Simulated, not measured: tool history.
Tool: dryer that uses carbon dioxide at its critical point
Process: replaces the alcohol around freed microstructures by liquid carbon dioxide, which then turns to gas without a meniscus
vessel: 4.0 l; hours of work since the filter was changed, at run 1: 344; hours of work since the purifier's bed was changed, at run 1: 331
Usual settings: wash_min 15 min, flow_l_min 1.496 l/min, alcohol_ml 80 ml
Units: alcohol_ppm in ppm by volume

| run | day | wash_min | flow_l_min | alcohol_ml | hours of work since the filter was changed | hours of work since the purifier's bed was changed | alcohol_ppm |
|---|---|---|---|---|---|---|---|
| 1 | 0 | 15 | 1.496 | 80 | 344 | 331 | 366 |
| 2 | 0.388 | 15 | 1.496 | 80 | 351 | 338 | 367 |
| 3 | 0.675 | 15 | 1.76 | 80 | 356 | 343 | 237 |
| 4 | 1.167 | 15 | 1.76 | 80 | 365 | 352 | 233 |
| 5 | 1.721 | 15 | 1.496 | 80 | 375 | 363 | 386 |
| 6 | 2.046 | 15 | 1.496 | 80 | 381 | 369 | 409 |
| 7 | 2.588 | 15 | 1.496 | 80 | 391 | 379 | 398 |
| 8 | 2.938 | 15 | 1.496 | 80 | 398 | 385 | 395 |
| 9 | 3.467 | 15 | 1.496 | 80 | 408 | 395 | 399 |
| 10 | 3.983 | 15 | 1.2 | 80 | 417 | 405 | 820 |
| 11 | 4.296 | 13 | 1.496 | 80 | 423 | 410 | 628 |
| 12 | 4.704 | 23 | 1.496 | 80 | 431 | 418 | 163 |
| 13 | 4.933 | 23 | 1.496 | 80 | 435 | 422 | 163 |
| 14 | 5.3 | 14 | 1.58 | 80 | 442 | 429 | 441 |
| 15 | 5.562 | 16 | 1.63 | 35 | 446 | 434 | 195 |
| 16 | 5.9 | 16 | 1.63 | 35 | 453 | 440 | 197 |
| 17 | 6.238 | 16 | 1.63 | 35 | 459 | 446 | 213 |
| 18 | 6.471 | 16 | 1.63 | 35 | 463 | 451 | 209 |
| 19 | 6.808 | 16 | 1.2 | 32 | 470 | 457 | 381 |
| 20 | 7.071 | 14 | 1.2 | 32 | 474 | 462 | 523 |
|  | 7.538 | inlet filter changed |
| 21 | 7.608 | 15 | 1.2 | 32 | 1 | 471 | 359 |

3 ways to go on from here, each from the tool as it stands after run 21. What would each give?
| A | 8.062 | 15 | 1.2 | 104 | 10 | 479 | ? |
| B | 8.062 | 13 | 1.2 | 24 | 10 | 479 | ? |
| C | 8.062 | 10 | 1.08 | 56 | 10 | 479 | ? |

| run | alcohol_ppm |
|---|---|
| A | 837 |
| B | 414 |
| C | 1779 |
Without the tool's hidden state the same runs would have given:
| run | alcohol_ppm |
|---|---|
| A | 682 |
| B | 260 |
| C | 1621 |
